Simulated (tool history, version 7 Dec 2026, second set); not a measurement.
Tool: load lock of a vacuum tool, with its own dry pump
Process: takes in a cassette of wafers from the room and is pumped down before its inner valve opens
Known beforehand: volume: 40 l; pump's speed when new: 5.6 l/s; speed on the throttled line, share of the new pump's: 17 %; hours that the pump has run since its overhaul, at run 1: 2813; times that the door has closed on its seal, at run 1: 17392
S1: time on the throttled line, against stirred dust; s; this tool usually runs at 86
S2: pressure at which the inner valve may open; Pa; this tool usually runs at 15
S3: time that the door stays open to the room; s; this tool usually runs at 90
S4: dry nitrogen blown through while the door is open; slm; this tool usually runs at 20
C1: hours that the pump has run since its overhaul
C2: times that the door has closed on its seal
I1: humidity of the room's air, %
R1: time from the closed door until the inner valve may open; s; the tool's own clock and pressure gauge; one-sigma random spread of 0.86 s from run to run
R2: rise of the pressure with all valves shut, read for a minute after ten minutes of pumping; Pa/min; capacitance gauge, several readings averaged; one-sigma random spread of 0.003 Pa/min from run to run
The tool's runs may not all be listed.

Run 1, hour 0.0: usual settings; C1 2813; C2 17392; I1 45.7. Result: R1 138.2 s, R2 0.222 Pa/min.
Run 2, hour 411.0: usual settings but S4 11 slm; C1 3224; C2 18085; I1 44.4. Result: R1 138.8 s, R2 0.242 Pa/min.
Run 3, hour 904.5: usual settings but S2 14 Pa; C1 3718; C2 18917; I1 44.8. Result: R1 139.1 s, R2 0.244 Pa/min.
Run 4, hour 1594.5: usual settings but S2 14 Pa; C1 4408; C2 20079; I1 41.8. Result: R1 140.9 s, R2 0.253 Pa/min.
Run 5, hour 2082.7: usual settings but S4 8 slm; C1 4896; C2 20902; I1 47.9. Result: R1 141.8 s, R2 0.296 Pa/min.
Run 6, hour 2440.0: usual settings but S4 8 slm; C1 5253; C2 21504; I1 42.8. Result: R1 141.8 s, R2 0.285 Pa/min.
Run 7, hour 3164.3: usual settings but S4 8 slm; C1 5977; C2 22725; I1 49.4. Result: R1 144.8 s, R2 0.318 Pa/min.
Run 8, hour 3710.7: usual settings but S4 8 slm; C1 6524; C2 23646; I1 40.7. Result: R1 145.5 s, R2 0.314 Pa/min.
Run 9, hour 4133.5: usual settings but S4 8 slm; C1 6947; C2 24358; I1 42.6. Result: R1 144.4 s, R2 0.335 Pa/min.
Run 10, hour 4797.5: usual settings; C1 7611; C2 25477; I1 45.1. Result: R1 146.7 s, R2 0.342 Pa/min.
Run 11, hour 5310.3: usual settings; C1 8123; C2 26342; I1 40.8. Result: R1 147.4 s, R2 0.351 Pa/min.
Run 12, hour 5814.6: usual settings; C1 8628; C2 27192; I1 47.8. Result: R1 148.4 s, R2 0.381 Pa/min.
Run 13, hour 6330.8: usual settings but S3 177 s; C1 9144; C2 28061; I1 48.1. Result: R1 148.9 s, R2 0.413 Pa/min.
Run 14, hour 6786.4: usual settings but S4 17 slm; C1 9600; C2 28829; I1 46.3. Result: R1 149.2 s, R2 0.407 Pa/min.
Run 15, hour 7525.4: usual settings but S3 76 s, S4 17 slm; C1 10339; C2 30075; I1 47.5. Result: R1 150.4 s, R2 0.437 Pa/min.
Run 16, hour 8049.6: usual settings but S3 76 s, S4 17 slm; C1 10863; C2 30958; I1 45.7. Result: R1 153.7 s, R2 0.451 Pa/min.
At hour 8267.0: dry pump taken out, an overhauled one fitted.
Run 17, hour 8699.7: usual settings but S2 30 Pa; C1 433; C2 32044; I1 45.8. Result: R1 130.2 s, R2 0.481 Pa/min.
Run 18, hour 9069.6: usual settings but S2 30 Pa; C1 803; C2 32667; I1 44.9. Result: R1 129.6 s, R2 0.495 Pa/min.
Run 19, hour 9536.8: usual settings but S2 30 Pa, S3 28 s, S4 5 slm; C1 1270; C2 33454; I1 48.5. Result: R1 129.7 s, R2 0.504 Pa/min.
Run 20, hour 10208.4: usual settings but S1 55 s; C1 1941; C2 34586; I1 46.1. Result: R1 111.2 s, R2 0.538 Pa/min.
Run 21, hour 10656.9: usual settings but S1 46 s, S2 18 Pa, S4 39 slm; C1 2390; C2 35342; I1 46.7. Result: R1 103.7 s, R2 0.557 Pa/min.
Run 22, hour 11356.6: usual settings but S1 111 s, S2 18 Pa, S3 60 s, S4 8 slm; C1 3090; C2 36521; I1 46.1. Result: R1 157.2 s, R2 0.590 Pa/min.
Run 23, hour 11739.1: usual settings but S1 111 s, S2 18 Pa, S3 60 s, S4 8 slm; C1 3472; C2 37166; I1 44.6. Result: R1 157.1 s, R2 0.600 Pa/min.
Run 24, hour 12073.8: usual settings but S1 51 s, S2 20 Pa, S3 60 s, S4 8 slm; C1 3807; C2 37730; I1 43.6. Result: R1 109.7 s, R2 0.648 Pa/min.
Run 25, hour 12383.0: usual settings but S1 51 s, S2 20 Pa, S3 60 s, S4 8 slm; C1 4116; C2 38251; I1 43.7. Result: R1 109.8 s, R2 0.628 Pa/min.
Run 26, hour 12865.3: usual settings but S1 51 s, S2 20 Pa, S3 60 s, S4 15 slm; C1 4598; C2 39064; I1 39.8. Result: R1 109.9 s, R2 0.639 Pa/min.
At hour 13344.3: door's seal changed, seat wiped.
Run 27, hour 13578.7: usual settings but S1 43 s; C1 5310; C2 394; I1 43.1. Result: R1 106.8 s, R2 0.047 Pa/min.
Run 28, hour 14015.9: usual settings but S1 43 s, S2 11 Pa, S3 183 s; C1 5747; C2 1131; I1 47.7. Result: R1 110.3 s, R2 0.070 Pa/min.
Run 29, hour 14707.0: usual settings but S2 22 Pa; C1 6439; C2 2296; I1 43.8. Result: R1 139.9 s, R2 0.056 Pa/min.
Run 30, hour 15198.7: usual settings but S2 12 Pa, S3 238 s; C1 6930; C2 3125; I1 43.7. Result: R1 145.1 s, R2 0.081 Pa/min.
Run 31, hour 15902.1: usual settings but S1 71 s, S2 12 Pa, S3 100 s; C1 7634; C2 4310; I1 43.2. Result: R1 134.5 s, R2 0.072 Pa/min.
Run 32, hour 16488.8: usual settings but S1 71 s, S2 12 Pa, S3 100 s; C1 8220; C2 5299; I1 45.4. Result: R1 136.8 s, R2 0.075 Pa/min.
Run 33, hour 17106.9: usual settings but S1 147 s, S2 20 Pa, S3 38 s; C1 8838; C2 6341; I1 47.8. Result: R1 195.0 s, R2 0.078 Pa/min.
Run 34, hour 17728.5: usual settings but S2 11 Pa; C1 9460; C2 7388; I1 43.3. Result: R1 150.3 s, R2 0.095 Pa/min.
Run 35, hour 18231.3: usual settings but S1 48 s, S3 74 s, S4 9 slm; C1 9963; C2 8235; I1 46.4. Result: R1 121.3 s, R2 0.110 Pa/min.
Run 36, hour 18861.8: usual settings but S1 139 s, S2 12 Pa, S3 49 s, S4 16 slm; C1 10593; C2 9298; I1 42.6. Result: R1 193.5 s, R2 0.105 Pa/min.

Same runs, no hidden state in the tool, same run-to-run variation:
The hidden state here: pump's speed, % of a new pump's; leak at the door's seal, Pa l/s; drift of the gauge itself on ready_s, %; drift of the gauge itself on rise_pa_min, %.
run     R1     R2
  1  134.1  0.047
  2  134.1  0.056
  3  133.8  0.049
  4  134.5  0.042
  5  134.6  0.068
  6  134.2  0.053
  7  135.8  0.065
  8  135.6  0.048
  9  133.8  0.059
 10  135.0  0.047
 11  134.8  0.039
 12  134.7  0.046
 13  134.2  0.066
 14  133.6  0.051
 15  133.3  0.053
 16  135.2  0.046
 17  130.0  0.046
 18  129.1  0.049
 19  128.6  0.043
 20  109.0  0.043
 21  100.7  0.035
 22  154.0  0.056
 23  153.4  0.046
 24  104.7  0.058
 25  104.4  0.048
 26  103.8  0.038
 27   99.2  0.044
 28  101.3  0.064
 29  131.8  0.043
 30  135.3  0.064
 31  122.8  0.046
 32  123.9  0.043
 33  185.3  0.036
 34  135.5  0.045
 35  104.0  0.054
 36  179.5  0.037
